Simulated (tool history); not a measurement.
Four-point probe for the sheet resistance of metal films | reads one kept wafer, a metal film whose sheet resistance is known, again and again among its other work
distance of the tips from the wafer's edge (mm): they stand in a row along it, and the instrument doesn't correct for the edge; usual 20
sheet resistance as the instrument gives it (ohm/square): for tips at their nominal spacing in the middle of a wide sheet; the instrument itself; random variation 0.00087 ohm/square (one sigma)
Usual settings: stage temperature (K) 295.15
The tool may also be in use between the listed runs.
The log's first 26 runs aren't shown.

run    hour  stage temperature (K)  distance of the tips from the wafer's edge (mm)  sheet resistance as the instrument gives it (ohm/square)
 27   804.7                 298.15                                                4                                                  4.575524
 28   843.7                 298.15                                                4                                                  4.574556
 29   863.6                 307.15                                               20                                                  4.378373
 30   897.0                 307.15                                                3                                                  4.748002
 31   921.4                 306.15                                               23                                                  4.372880
 32   943.6                 306.15                                               23                                                  4.372793
 33   985.7                 296.15                                                6                                                  4.451453
 34  1007.0                 302.15                                               42                                                  4.361753
 35  1030.0                 302.15                                               42                                                  4.362954
 36  1066.6                 302.15                                               42                                                  4.362298
 37  1086.7                 302.15                                               42                                                  4.363601
 38  1127.8                 293.15                                               43                                                  4.345109
 39  1156.8                 293.15                                               43                                                  4.347150
 40  1178.5                 305.15                                                3                                                  4.747331
 41  1208.9                 305.15                                                3                                                  4.748394
 42  1231.9                 293.15                                               20                                                  4.354884
 43  1272.4                 293.15                                               10                                                  4.383418
 44  1300.4                 296.15                                                3                                                  4.732119
 45  1332.3                 295.15                                               24                                                  4.357191

Forecast each of these 3 alternatives for the next run:
  A  1363.4                 292.15                                               33                                                         ?
  B  1363.4                 295.15                                                8                                                         ?
  C  1363.4                 296.15                                               14                                                         ?

run  sheet resistance as the instrument gives it (ohm/square)
  A                                                  4.346152
  B                                                  4.407566
  C                                                  4.372081
Without the tool's hidden state the same runs would have given:
run  sheet resistance as the instrument gives it (ohm/square)
  A                                                  4.354906
  B                                                  4.416393
  C                                                  4.380825
